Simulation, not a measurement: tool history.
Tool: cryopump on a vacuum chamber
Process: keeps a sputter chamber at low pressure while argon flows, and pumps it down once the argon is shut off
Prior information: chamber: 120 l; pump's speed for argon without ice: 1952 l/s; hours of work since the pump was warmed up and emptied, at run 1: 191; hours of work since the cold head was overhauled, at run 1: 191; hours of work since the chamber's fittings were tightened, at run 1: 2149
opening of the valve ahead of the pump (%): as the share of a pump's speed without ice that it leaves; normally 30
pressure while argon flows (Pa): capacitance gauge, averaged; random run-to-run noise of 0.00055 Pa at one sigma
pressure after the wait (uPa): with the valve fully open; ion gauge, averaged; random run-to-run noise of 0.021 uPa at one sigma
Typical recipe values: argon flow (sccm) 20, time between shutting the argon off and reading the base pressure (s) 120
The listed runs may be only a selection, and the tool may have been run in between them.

run    day  argon flow (sccm)  time between shutting the argon off and reading the base pressure (s)  opening of the valve ahead of the pump (%)  hours of work since the pump was warmed up and emptied  hours of work since the cold head was overhauled  hours of work since the chamber's fittings were tightened  pressure while argon flows (Pa)  pressure after the wait (uPa)
  1      0                 20                                                                    120                                          30                                                     191                                               191                                                       2149                           0.0593                            2.4
  2  0.621                 20                                                                    136                                          30                                                     198                                               198                                                       2156                           0.0592                           2.35
  3  1.212                 20                                                                    136                                          30                                                     204                                               204                                                       2162                           0.0591                           2.35
  4  1.533                 20                                                                    136                                          30                                                     207                                               207                                                       2165                           0.0587                           2.38
  5  1.908                 20                                                                    136                                          30                                                     211                                               211                                                       2169                           0.0601                           2.44
  6  2.346                 20                                                                    136                                          30                                                     216                                               216                                                       2174                           0.0591                           2.36
  7   2.75                 20                                                                    136                                          30                                                     220                                               220                                                       2178                           0.0595                           2.36
  8  3.171                 20                                                                    136                                          29                                                     224                                               224                                                       2183                           0.0609                           2.42
  9  3.662                 20                                                                     82                                          15                                                     230                                               230                                                       2188                           0.1168                           2.52
 10  4.183                 36                                                                     21                                          49                                                     235                                               235                                                       2193                           0.0657                           3.54
 11  4.462                 10                                                                     38                                          30                                                     238                                               238                                                       2196                           0.0293                           2.87
 12  4.767                 18                                                                    291                                          43                                                     241                                               241                                                       2199                           0.0368                           2.33
 13   5.25                 18                                                                    291                                          43                                                     246                                               246                                                       2204                           0.0377                           2.31
 14  5.779                 18                                                                    291                                          43                                                     252                                               252                                                       2210                           0.0386                           2.35
 15  6.421                 26                                                                    291                                          43                                                     258                                               258                                                       2217                           0.0548                           2.36
 16  6.838                 22                                                                     33                                          40                                                     263                                               263                                                       2221                           0.0493                            3.1

Predict each of these 5 candidate next runs independently; none follows another, all start after run 16:
  A  7.204                 16                                                                    120                                          30                                                     267                                               267                                                       2225                                ?                              ?
  B  7.204                 25                                                                    259                                          20                                                     267                                               267                                                       2225                                ?                              ?
  C  7.204                 12                                                                     75                                          30                                                     267                                               267                                                       2225                                ?                              ?
  D  7.204                 13                                                                     62                                          23                                                     267                                               267                                                       2225                                ?                              ?
  E  7.204                 22                                                                     28                                          40                                                     267                                               267                                                       2225                                ?                              ?

run  pressure while argon flows (Pa)  pressure after the wait (uPa)
  A                           0.0477                           2.45
  B                           0.1118                           2.43
  C                           0.0357                           2.61
  D                           0.0507                           2.67
  E                           0.0497                           3.16
Had the tool no hidden state, the same runs would have come out as:
run  pressure while argon flows (Pa)  pressure after the wait (uPa)
  A                           0.0462                           0.36
  B                           0.1094                           0.26
  C                           0.0346                           0.49
  D                           0.0494                           0.57
  E                           0.0476                           1.06
